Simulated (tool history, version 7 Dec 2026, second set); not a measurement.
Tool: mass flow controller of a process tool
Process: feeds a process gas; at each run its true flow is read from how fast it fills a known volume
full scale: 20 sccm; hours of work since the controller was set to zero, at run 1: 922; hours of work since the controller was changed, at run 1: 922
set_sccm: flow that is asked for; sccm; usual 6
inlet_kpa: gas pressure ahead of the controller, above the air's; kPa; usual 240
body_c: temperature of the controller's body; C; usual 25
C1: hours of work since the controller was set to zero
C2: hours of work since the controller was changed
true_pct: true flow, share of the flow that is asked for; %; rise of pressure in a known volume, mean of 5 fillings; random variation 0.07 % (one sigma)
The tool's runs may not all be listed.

{"run": 1, "hour": 0.0, "set_sccm": 6, "inlet_kpa": 240, "body_c": 25, "C1": 922, "C2": 922, "true_pct": 98.16}
{"run": 2, "hour": 98.0, "set_sccm": 6, "inlet_kpa": 240, "body_c": 25, "C1": 956, "C2": 956, "true_pct": 98.07}
{"run": 3, "hour": 173.6, "set_sccm": 6, "inlet_kpa": 244, "body_c": 25, "C1": 981, "C2": 981, "true_pct": 98.21}
{"run": 4, "hour": 264.5, "set_sccm": 6, "inlet_kpa": 240, "body_c": 25, "C1": 1013, "C2": 1013, "true_pct": 98.1}
{"run": 5, "hour": 354.4, "set_sccm": 6, "inlet_kpa": 240, "body_c": 25, "C1": 1043, "C2": 1043, "true_pct": 98.31}
{"run": 6, "hour": 436.8, "set_sccm": 9, "inlet_kpa": 240, "body_c": 25, "C1": 1072, "C2": 1072, "true_pct": 98.59}
{"run": 7, "hour": 524.3, "set_sccm": 9, "inlet_kpa": 240, "body_c": 25, "C1": 1102, "C2": 1102, "true_pct": 98.5}
{"run": 8, "hour": 605.7, "set_sccm": 9, "inlet_kpa": 240, "body_c": 25, "C1": 1129, "C2": 1129, "true_pct": 98.29}
{"run": 9, "hour": 682.1, "set_sccm": 6, "inlet_kpa": 240, "body_c": 25, "C1": 1156, "C2": 1156, "true_pct": 98.03}
{"run": 10, "hour": 735.2, "set_sccm": 3, "inlet_kpa": 178, "body_c": 24, "C1": 1174, "C2": 1174, "true_pct": 97.54}
{"run": 11, "hour": 840.2, "set_sccm": 3, "inlet_kpa": 178, "body_c": 24, "C1": 1210, "C2": 1210, "true_pct": 97.66}
{"run": 12, "hour": 935.5, "set_sccm": 6, "inlet_kpa": 231, "body_c": 22, "C1": 1242, "C2": 1242, "true_pct": 98.04}
{"run": 13, "hour": 1042.1, "set_sccm": 6, "inlet_kpa": 200, "body_c": 25, "C1": 1279, "C2": 1279, "true_pct": 98.09}
{"run": 14, "hour": 1117.5, "set_sccm": 15, "inlet_kpa": 151, "body_c": 23, "C1": 1305, "C2": 1305, "true_pct": 99.11}
{"run": 15, "hour": 1210.8, "set_sccm": 9, "inlet_kpa": 167, "body_c": 29, "C1": 1337, "C2": 1337, "true_pct": 99.01}
{"run": 16, "hour": 1308.8, "set_sccm": 13, "inlet_kpa": 227, "body_c": 35, "C1": 1370, "C2": 1370, "true_pct": 99.24}
{"run": 17, "hour": 1407.5, "set_sccm": 6, "inlet_kpa": 240, "body_c": 25, "C1": 1404, "C2": 1404, "true_pct": 97.91}
{"run": 18, "hour": 1491.5, "set_sccm": 15, "inlet_kpa": 263, "body_c": 26, "C1": 1433, "C2": 1433, "true_pct": 98.78}

5 ways to go on from here, each from the tool as it stands after run 18. What would each give?
{"run": "A", "hour": 1587.5, "set_sccm": 2, "inlet_kpa": 240, "body_c": 25, "C1": 1466, "C2": 1466, "true_pct": "?"}
{"run": "B", "hour": 1587.5, "set_sccm": 6, "inlet_kpa": 168, "body_c": 23, "C1": 1466, "C2": 1466, "true_pct": "?"}
{"run": "C", "hour": 1587.5, "set_sccm": 18, "inlet_kpa": 213, "body_c": 26, "C1": 1466, "C2": 1466, "true_pct": "?"}
{"run": "D", "hour": 1587.5, "set_sccm": 6, "inlet_kpa": 155, "body_c": 25, "C1": 1466, "C2": 1466, "true_pct": "?"}
{"run": "E", "hour": 1587.5, "set_sccm": 8, "inlet_kpa": 172, "body_c": 25, "C1": 1466, "C2": 1466, "true_pct": "?"}

run=A true_pct=96.38
run=B true_pct=98.1
run=C true_pct=99.38
run=D true_pct=98.32
run=E true_pct=98.51
Without the tool's hidden state the same runs would have given:
run=A true_pct=98.73
run=B true_pct=99.15
run=C true_pct=100
run=D true_pct=99.38
run=E true_pct=99.41

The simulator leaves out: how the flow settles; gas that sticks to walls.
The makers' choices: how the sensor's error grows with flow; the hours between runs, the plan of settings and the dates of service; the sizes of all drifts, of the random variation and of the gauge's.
